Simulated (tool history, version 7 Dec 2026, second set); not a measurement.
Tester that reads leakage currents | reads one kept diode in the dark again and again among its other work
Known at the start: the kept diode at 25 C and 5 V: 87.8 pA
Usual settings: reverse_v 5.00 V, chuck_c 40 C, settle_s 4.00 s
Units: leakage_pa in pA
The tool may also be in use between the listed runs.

| run | hour | reverse_v | chuck_c | settle_s | leakage_pa |
|---|---|---|---|---|---|
| 1 | 0.0 | 5.00 | 40 | 4.00 | 309.13 |
| 2 | 155.0 | 5.00 | 40 | 4.00 | 306.60 |
|  | 233.7 | chuck's temperature calibrated |
| 3 | 294.0 | 5.00 | 40 | 4.00 | 302.26 |
|  | 378.7 | probe card cleaned and baked |
| 4 | 489.8 | 5.00 | 40 | 4.00 | 295.10 |
| 5 | 630.5 | 5.00 | 40 | 7.18 | 293.41 |
| 6 | 765.4 | 5.00 | 40 | 7.18 | 291.17 |
| 7 | 863.3 | 5.00 | 40 | 7.18 | 288.19 |
| 8 | 977.6 | 5.00 | 40 | 7.18 | 287.41 |
| 9 | 1159.9 | 5.00 | 40 | 7.18 | 284.88 |
|  | 1238.3 | chuck's temperature calibrated, once more |
| 10 | 1273.2 | 5.00 | 40 | 7.18 | 318.48 |
| 11 | 1441.9 | 3.61 | 40 | 7.18 | 262.57 |
| 12 | 1573.2 | 1.10 | 40 | 4.00 | 133.27 |
| 13 | 1749.0 | 1.10 | 40 | 4.00 | 131.76 |
| 14 | 1865.3 | 1.19 | 40 | 4.00 | 137.01 |
| 15 | 1947.0 | 1.32 | 40 | 4.00 | 143.97 |
| 16 | 2078.3 | 5.00 | 40 | 4.00 | 304.87 |
| 17 | 2253.3 | 5.00 | 39 | 4.00 | 277.52 |
|  | 2373.8 | chuck's temperature calibrated |
| 18 | 2395.7 | 5.00 | 39 | 4.00 | 295.37 |

The next listed run, before its measurement:
| 19 | 2490.5 | 5.00 | 39 | 4.00 | ? |

{"run 19": {"leakage_pa": 294.11}}
Without the tool's hidden state the same run would have given leakage_pa 296.13 pA.
